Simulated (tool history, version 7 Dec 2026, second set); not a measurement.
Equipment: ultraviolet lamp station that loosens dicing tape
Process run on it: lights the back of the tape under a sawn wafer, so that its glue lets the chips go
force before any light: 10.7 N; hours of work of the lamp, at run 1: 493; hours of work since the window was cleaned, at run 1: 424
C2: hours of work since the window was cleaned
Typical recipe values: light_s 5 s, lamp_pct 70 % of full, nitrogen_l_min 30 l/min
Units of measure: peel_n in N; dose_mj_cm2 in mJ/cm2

run 1 day=0 | light_s=5 lamp_pct=70 nitrogen_l_min=30 | hours_of_work_of_the_lamp=493 C2=424 | peel_n=2.398 dose_mj_cm2=217
run 2 day=0.512 | light_s=5 lamp_pct=70 nitrogen_l_min=30 | hours_of_work_of_the_lamp=500 C2=431 | peel_n=2.549 dose_mj_cm2=215
-- day=0.938 window cleaned of glue's vapour
run 3 day=1 | light_s=5 lamp_pct=70 nitrogen_l_min=30 | hours_of_work_of_the_lamp=506 C2=1 | peel_n=1.928 dose_mj_cm2=250
run 4 day=1.467 | light_s=5 lamp_pct=70 nitrogen_l_min=30 | hours_of_work_of_the_lamp=512 C2=7 | peel_n=1.911 dose_mj_cm2=251
run 5 day=2.288 | light_s=5 lamp_pct=70 nitrogen_l_min=30 | hours_of_work_of_the_lamp=523 C2=18 | peel_n=1.988 dose_mj_cm2=250
run 6 day=2.792 | light_s=5 lamp_pct=70 nitrogen_l_min=21 | hours_of_work_of_the_lamp=530 C2=25 | peel_n=2.398 dose_mj_cm2=242
run 7 day=3.229 | light_s=5 lamp_pct=70 nitrogen_l_min=21 | hours_of_work_of_the_lamp=536 C2=31 | peel_n=2.364 dose_mj_cm2=246
run 8 day=4.15 | light_s=5 lamp_pct=70 nitrogen_l_min=21 | hours_of_work_of_the_lamp=548 C2=43 | peel_n=2.43 dose_mj_cm2=249
run 9 day=4.971 | light_s=5 lamp_pct=70 nitrogen_l_min=21 | hours_of_work_of_the_lamp=559 C2=54 | peel_n=2.444 dose_mj_cm2=244
run 10 day=5.512 | light_s=5 lamp_pct=70 nitrogen_l_min=21 | hours_of_work_of_the_lamp=567 C2=61 | peel_n=2.424 dose_mj_cm2=243
run 11 day=6.496 | light_s=5 lamp_pct=70 nitrogen_l_min=30 | hours_of_work_of_the_lamp=580 C2=74 | peel_n=2.055 dose_mj_cm2=242
run 12 day=7.233 | light_s=9 lamp_pct=70 nitrogen_l_min=42 | hours_of_work_of_the_lamp=590 C2=84 | peel_n=0.529 dose_mj_cm2=437
run 13 day=7.858 | light_s=9 lamp_pct=70 nitrogen_l_min=42 | hours_of_work_of_the_lamp=598 C2=93 | peel_n=0.52 dose_mj_cm2=436
run 14 day=8.404 | light_s=5 lamp_pct=95 nitrogen_l_min=30 | hours_of_work_of_the_lamp=605 C2=100 | peel_n=1.21 dose_mj_cm2=320
run 15 day=9.421 | light_s=6 lamp_pct=78 nitrogen_l_min=30 | hours_of_work_of_the_lamp=619 C2=114 | peel_n=1.26 dose_mj_cm2=321
run 16 day=10.467 | light_s=6 lamp_pct=78 nitrogen_l_min=30 | hours_of_work_of_the_lamp=633 C2=128 | peel_n=1.279 dose_mj_cm2=316
run 17 day=10.933 | light_s=3 lamp_pct=92 nitrogen_l_min=47 | hours_of_work_of_the_lamp=639 C2=134 | peel_n=2.305 dose_mj_cm2=186
run 18 day=11.396 | light_s=3 lamp_pct=92 nitrogen_l_min=47 | hours_of_work_of_the_lamp=645 C2=140 | peel_n=2.489 dose_mj_cm2=185
run 19 day=12.367 | light_s=3 lamp_pct=78 nitrogen_l_min=30 | hours_of_work_of_the_lamp=658 C2=153 | peel_n=3.706 dose_mj_cm2=158
run 20 day=13.304 | light_s=3 lamp_pct=73 nitrogen_l_min=24 | hours_of_work_of_the_lamp=671 C2=166 | peel_n=4.41 dose_mj_cm2=143
run 21 day=13.929 | light_s=3 lamp_pct=79 nitrogen_l_min=10 | hours_of_work_of_the_lamp=679 C2=174 | peel_n=5.295 dose_mj_cm2=155

Below are 4 alternative next runs, each starting from the tool's condition after run 21. Predict each:
run A day=14.658 | light_s=7 lamp_pct=79 nitrogen_l_min=10 | hours_of_work_of_the_lamp=689 C2=184 | peel_n=? dose_mj_cm2=?
run B day=14.658 | light_s=5 lamp_pct=92 nitrogen_l_min=24 | hours_of_work_of_the_lamp=689 C2=184 | peel_n=? dose_mj_cm2=?
run C day=14.658 | light_s=3 lamp_pct=65 nitrogen_l_min=10 | hours_of_work_of_the_lamp=689 C2=184 | peel_n=? dose_mj_cm2=?
run D day=14.658 | light_s=5 lamp_pct=70 nitrogen_l_min=59 | hours_of_work_of_the_lamp=689 C2=184 | peel_n=? dose_mj_cm2=?

run=A peel_n=2.082 dose_mj_cm2=359
run=B peel_n=1.627 dose_mj_cm2=302
run=C peel_n=5.932 dose_mj_cm2=130
run=D peel_n=1.557 dose_mj_cm2=227
The same runs, with their run-to-run variation unchanged, on a tool lacking any hidden condition would have given:
run=A peel_n=1.525 dose_mj_cm2=433
run=B peel_n=1.147 dose_mj_cm2=364
run=C peel_n=5.266 dose_mj_cm2=157
run=D peel_n=1.092 dose_mj_cm2=275

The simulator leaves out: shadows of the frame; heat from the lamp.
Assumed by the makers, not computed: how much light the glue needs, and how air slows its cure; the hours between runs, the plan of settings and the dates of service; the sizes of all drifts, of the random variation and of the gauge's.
